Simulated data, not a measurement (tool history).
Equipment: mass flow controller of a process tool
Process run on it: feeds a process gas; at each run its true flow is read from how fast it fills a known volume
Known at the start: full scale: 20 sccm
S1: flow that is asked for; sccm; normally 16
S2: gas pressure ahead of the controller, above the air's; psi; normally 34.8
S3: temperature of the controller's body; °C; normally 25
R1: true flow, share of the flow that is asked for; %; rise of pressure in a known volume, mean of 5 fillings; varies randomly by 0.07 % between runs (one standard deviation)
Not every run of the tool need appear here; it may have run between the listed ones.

| run | day | S1 | S2 | S3 | R1 |
|---|---|---|---|---|---|
| 1 | 0.000 | 16 | 34.8 | 25 | 99.22 |
| 2 | 4.058 | 16 | 34.8 | 25 | 99.23 |
| 3 | 8.942 | 16 | 35.7 | 25 | 99.09 |
| 4 | 12.583 | 16 | 35.7 | 25 | 99.11 |
| 5 | 15.762 | 16 | 35.7 | 25 | 98.84 |
| 6 | 18.496 | 8 | 34.8 | 25 | 97.99 |
| 7 | 21.988 | 16 | 34.8 | 25 | 99.09 |
| 8 | 26.454 | 16 | 34.8 | 25 | 99.00 |
| 9 | 30.146 | 16 | 32.2 | 25 | 99.23 |
| 10 | 35.750 | 16 | 32.2 | 25 | 99.05 |
| 11 | 38.438 | 16 | 32.2 | 25 | 98.96 |
| 12 | 41.675 | 3 | 34.8 | 25 | 96.62 |

What does the tool deliver on the next run?
| 13 | 46.571 | 16 | 35.8 | 25 | ? |

Run 13 yielded R1 98.76 %.
Minus the tool's unlogged condition, the same run would have read R1 99.10 %.

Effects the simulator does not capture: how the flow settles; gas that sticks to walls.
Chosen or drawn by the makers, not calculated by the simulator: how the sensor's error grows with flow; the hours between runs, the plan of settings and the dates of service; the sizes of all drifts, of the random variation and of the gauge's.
